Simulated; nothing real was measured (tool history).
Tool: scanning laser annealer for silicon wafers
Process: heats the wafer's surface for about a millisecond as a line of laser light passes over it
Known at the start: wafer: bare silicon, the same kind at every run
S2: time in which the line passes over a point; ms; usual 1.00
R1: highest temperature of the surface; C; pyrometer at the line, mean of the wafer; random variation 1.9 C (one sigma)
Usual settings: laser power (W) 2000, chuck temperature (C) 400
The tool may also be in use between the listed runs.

Run 1, hour 0.0: usual settings. Result: R1 1173 C.
Run 2, hour 17.0: usual settings. Result: R1 1172 C.
Run 3, hour 39.2: usual settings. Result: R1 1175 C.
Run 4, hour 50.8: usual settings. Result: R1 1174 C.
Run 5, hour 68.8: usual settings. Result: R1 1174 C.
Run 6, hour 95.2: usual settings but chuck temperature (C) 386. Result: R1 1158 C.
Run 7, hour 110.0: usual settings but chuck temperature (C) 386. Result: R1 1160 C.
Run 8, hour 133.7: usual settings but chuck temperature (C) 386. Result: R1 1160 C.
Run 9, hour 156.0: usual settings but chuck temperature (C) 386. Result: R1 1156 C.
Run 10, hour 178.5: usual settings but chuck temperature (C) 386. Result: R1 1159 C.
Run 11, hour 192.6: usual settings but chuck temperature (C) 386. Result: R1 1159 C.
Run 12, hour 214.7: usual settings but chuck temperature (C) 436. Result: R1 1207 C.
Run 13, hour 232.7: usual settings but chuck temperature (C) 436. Result: R1 1210 C.
Run 14, hour 254.0: usual settings but laser power (W) 1964, S2 0.99 ms, chuck temperature (C) 435. Result: R1 1193 C.
Run 15, hour 269.9: usual settings but laser power (W) 2012, S2 0.81 ms, chuck temperature (C) 437. Result: R1 1135 C.
Run 16, hour 282.0: usual settings but laser power (W) 2012, S2 0.81 ms, chuck temperature (C) 437. Result: R1 1139 C.

The next listed run, before its measurement:
Run 17, hour 305.6: usual settings but S2 0.76 ms, chuck temperature (C) 365. Result: R1 ?.

R1: 1037 C
Without the tool's hidden state the same run would have given R1 1037 C.
